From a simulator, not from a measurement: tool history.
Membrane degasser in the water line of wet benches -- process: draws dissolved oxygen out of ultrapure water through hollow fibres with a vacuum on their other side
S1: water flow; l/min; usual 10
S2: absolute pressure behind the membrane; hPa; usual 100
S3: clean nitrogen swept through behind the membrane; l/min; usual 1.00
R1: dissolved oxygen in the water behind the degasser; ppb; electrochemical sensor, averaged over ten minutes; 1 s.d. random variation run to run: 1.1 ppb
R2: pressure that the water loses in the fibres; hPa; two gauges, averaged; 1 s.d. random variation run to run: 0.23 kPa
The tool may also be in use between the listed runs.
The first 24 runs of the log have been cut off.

{"run": 25, "hour": 1683.9, "S1": 7, "S2": 193, "S3": 1.27, "R1": 219.5, "R2": 407.2}
{"run": 26, "hour": 1781.9, "S1": 7, "S2": 193, "S3": 1.27, "R1": 219.9, "R2": 406.9}
{"run": 27, "hour": 1873.9, "S1": 7, "S2": 126, "S3": 0.51, "R1": 298.6, "R2": 408.0}
{"run": 28, "hour": 1968.4, "S1": 10, "S2": 231, "S3": 0.71, "R1": 628.2, "R2": 585.3}
{"run": 29, "hour": 2054.2, "S1": 10, "S2": 231, "S3": 0.71, "R1": 617.7, "R2": 582.2}
{"run": 30, "hour": 2145.4, "S1": 14, "S2": 83, "S3": 1.19, "R1": 162.2, "R2": 814.4}
{"run": 31, "hour": 2235.6, "S1": 10, "S2": 118, "S3": 0.5, "R1": 384.1, "R2": 583.2}
{"run": 32, "hour": 2289.4, "S1": 7, "S2": 229, "S3": 0.48, "R1": 631.5, "R2": 407.8}
{"run": 33, "hour": 2335.4, "S1": 7, "S2": 229, "S3": 0.48, "R1": 643.6, "R2": 408.0}

Branching from run 33: 3 alternative next runs. What would each branch give?
{"run": "A", "hour": 2401.3, "S1": 7, "S2": 162, "S3": 0.48, "R1": "?", "R2": "?"}
{"run": "B", "hour": 2401.3, "S1": 9, "S2": 100, "S3": 0.41, "R1": "?", "R2": "?"}
{"run": "C", "hour": 2401.3, "S1": 9, "S2": 164, "S3": 2.02, "R1": "?", "R2": "?"}

run=A R1=430.3 R2=409.0
run=B R1=327.4 R2=523.9
run=C R1=149.3 R2=528.7
What these runs would have given with no unlogged condition in the tool:
run=A R1=417.2 R2=403.6
run=B R1=321.3 R2=517.1
run=C R1=144.0 R2=521.8
